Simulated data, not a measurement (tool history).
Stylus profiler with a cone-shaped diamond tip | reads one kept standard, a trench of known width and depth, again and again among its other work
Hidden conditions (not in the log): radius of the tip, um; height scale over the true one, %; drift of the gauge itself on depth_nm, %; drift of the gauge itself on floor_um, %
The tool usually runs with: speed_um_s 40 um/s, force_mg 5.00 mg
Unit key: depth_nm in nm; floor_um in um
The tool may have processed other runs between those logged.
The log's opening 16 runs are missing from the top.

| run | day | speed_um_s | force_mg | scans with this tip | hours of work since the height scale was calibrated | depth_nm | floor_um |
|---|---|---|---|---|---|---|---|
| 17 | 31.350 | 24 | 8.46 | 5128 | 602 | 103.16 | 28.67 |
| 18 | 33.046 | 24 | 8.46 | 5312 | 624 | 103.17 | 28.70 |
| 19 | 34.438 | 24 | 8.46 | 5464 | 642 | 103.19 | 28.73 |
| 20 | 35.925 | 24 | 8.46 | 5626 | 661 | 103.22 | 28.67 |
| 21 | 37.517 | 40 | 5.00 | 5800 | 681 | 102.28 | 28.59 |
| 22 | 39.221 | 40 | 5.00 | 5986 | 703 | 102.25 | 28.58 |
| 23 | 40.517 | 40 | 5.00 | 6127 | 720 | 102.34 | 28.56 |
| 24 | 42.004 | 40 | 5.00 | 6290 | 739 | 102.31 | 28.58 |
| 25 | 43.033 | 17 | 4.91 | 6402 | 752 | 102.17 | 28.72 |
| 26 | 45.450 | 14 | 6.98 | 6666 | 783 | 102.81 | 28.75 |
| 27 | 46.996 | 15 | 4.51 | 6834 | 803 | 102.10 | 28.66 |
| 28 | 49.079 | 15 | 4.51 | 7061 | 829 | 102.12 | 28.71 |
| 29 | 50.604 | 31 | 4.51 | 7228 | 849 | 102.09 | 28.59 |
| 30 | 51.858 | 31 | 4.51 | 7365 | 865 | 102.12 | 28.61 |
| 31 | 53.871 | 40 | 4.59 | 7584 | 891 | 102.11 | 28.52 |

Estimate the outcome of run 32 from the log above:
| 32 | 55.071 | 40 | 4.59 | 7715 | 906 | ? | ? |

depth_nm: 102.14 nm
floor_um: 28.61 um
Take away the tool's hidden state, keep the run-to-run variation as it was, and the same run would have given depth_nm 102.14 nm, floor_um 28.61 um.

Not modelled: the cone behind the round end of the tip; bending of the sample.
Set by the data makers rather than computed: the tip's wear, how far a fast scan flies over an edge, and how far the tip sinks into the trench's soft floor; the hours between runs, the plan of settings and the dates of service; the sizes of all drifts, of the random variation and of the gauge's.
